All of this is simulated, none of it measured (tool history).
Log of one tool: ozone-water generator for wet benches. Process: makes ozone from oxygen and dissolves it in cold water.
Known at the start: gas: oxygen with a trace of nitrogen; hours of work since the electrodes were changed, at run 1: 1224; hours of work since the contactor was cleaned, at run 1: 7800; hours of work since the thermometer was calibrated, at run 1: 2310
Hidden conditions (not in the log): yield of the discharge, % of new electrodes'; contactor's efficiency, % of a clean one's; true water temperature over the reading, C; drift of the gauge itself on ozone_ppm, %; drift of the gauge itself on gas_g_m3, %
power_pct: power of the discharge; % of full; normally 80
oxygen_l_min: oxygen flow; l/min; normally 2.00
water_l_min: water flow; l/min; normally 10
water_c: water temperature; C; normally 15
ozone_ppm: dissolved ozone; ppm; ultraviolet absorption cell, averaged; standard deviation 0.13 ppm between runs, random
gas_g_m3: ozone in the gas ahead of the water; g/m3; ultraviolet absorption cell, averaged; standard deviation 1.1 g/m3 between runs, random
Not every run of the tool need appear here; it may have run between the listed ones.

run     day  power_pct  oxygen_l_min  water_l_min  water_c  hours of work since the electrodes were changed  hours of work since the contactor was cleaned  hours of work since the thermometer was calibrated  ozone_ppm  gas_g_m3
  1   0.000         80          2.00           10       15                                             1224                                           7800                                                2310       13.6     190.2
  2   0.842         80          2.00           10       11                                             1243                                           7819                                                2329       14.0     193.0
  3   1.504         80          2.00           10        8                                             1258                                           7833                                                2344       15.0     189.0
  4   2.171         80          2.00           10        8                                             1273                                           7848                                                2359       14.7     191.8
  5   3.604         80          2.00           10       15                                             1305                                           7881                                                2391       13.4     189.0
  6   4.325         80          2.00           10       15                                             1321                                           7897                                                2407       13.6     190.7
  7   4.958         80          2.00           10       15                                             1335                                           7911                                                2421       13.7     191.0
  8   5.617         80          2.00           10       15                                             1350                                           7926                                                2436       13.8     190.4
  9   6.438         79          2.00           10       15                                             1368                                           7944                                                2455       13.4     189.9
 10   7.292         80          2.00           12       15                                             1388                                           7963                                                2474       10.9     192.1
 11   8.425         80          2.00           12       15                                             1413                                           7989                                                2499       10.9     189.6
 12   9.246         80          2.00           12       15                                             1431                                           8007                                                2517       11.0     189.9
 13  10.029         80          2.00           10       15                                             1449                                           8025                                                2535       13.6     190.5
 14  11.071         80          2.00           10       15                                             1472                                           8048                                                2559       13.4     191.0
 15  12.342         80          2.00           10       15                                             1501                                           8077                                                2587       13.5     192.5
 16  13.012         80          2.00           10       15                                             1516                                           8092                                                2602       13.5     192.7
 17  13.933         80          2.00           10       15                                             1537                                           8112                                                2623       13.6     190.8
 18  14.904         80          2.16           13       22                                             1558                                           8134                                                2644        9.1     181.4
 19  15.550         80          2.16           13       22                                             1573                                           8149                                                2659        9.4     181.2
 20  16.867         80          2.16           13       22                                             1602                                           8178                                                2689        8.9     180.9
 21  18.242         54          2.00            8        7                                             1633                                           8209                                                2719       14.4     143.9
 22  18.979         54          2.00            8        7                                             1650                                           8226                                                2736       14.6     144.3
 23  19.938         54          2.00            8        7                                             1671                                           8247                                                2757       14.5     144.8
 24  20.842         54          2.00           15        7                                             1692                                           8267                                                2778        6.6     144.1
 25  22.304         54          2.98            9        8                                             1724                                           8300                                                2811       12.2     108.4
 26  23.004         54          2.98            9        8                                             1740                                           8316                                                2826       12.2     109.3
 27  24.250         48          2.00           10        8                                             1768                                           8344                                                2854       10.2     131.0
 28  25.058         80          1.45            7       10                                             1786                                           8362                                                2872       21.7     238.6
 29  26.150         61          2.13           14       12                                             1811                                           8387                                                2897        7.4     150.3
 30  27.433         80          1.22           11       15                                             1840                                           8415                                                2926       11.9     264.4
     28.079  -- contactor cleaned
 31  28.717         80          1.23           13       15                                             1865                                             14                                                2951       10.0     265.8
 32  29.404         59          1.58           10       15                                             1880                                             30                                                2966       11.5     180.6
 33  30.479         78          1.58            7        9                                             1904                                             54                                                2990       22.2     219.8
 34  31.246         80          1.22           10       22                                             1921                                             71                                                3007       13.0     268.1

Alternative continuations, all from the tool just after run 34; predict every row:
  A  32.475         80          1.22           10       19                                             1949                                             99                                                3035          ?         ?
  B  32.475         64          1.86           11       15                                             1949                                             99                                                3035          ?         ?
  C  32.475         80          1.93           12       15                                             1949                                             99                                                3035          ?         ?

run  ozone_ppm  gas_g_m3
  A       13.5     264.1
  B       11.0     171.4
  C       11.1     197.4
The same runs, with their run-to-run variation unchanged, on a tool lacking any hidden condition would have given:
run  ozone_ppm  gas_g_m3
  A       13.9     269.5
  B       11.3     174.4
  C       11.5     201.4
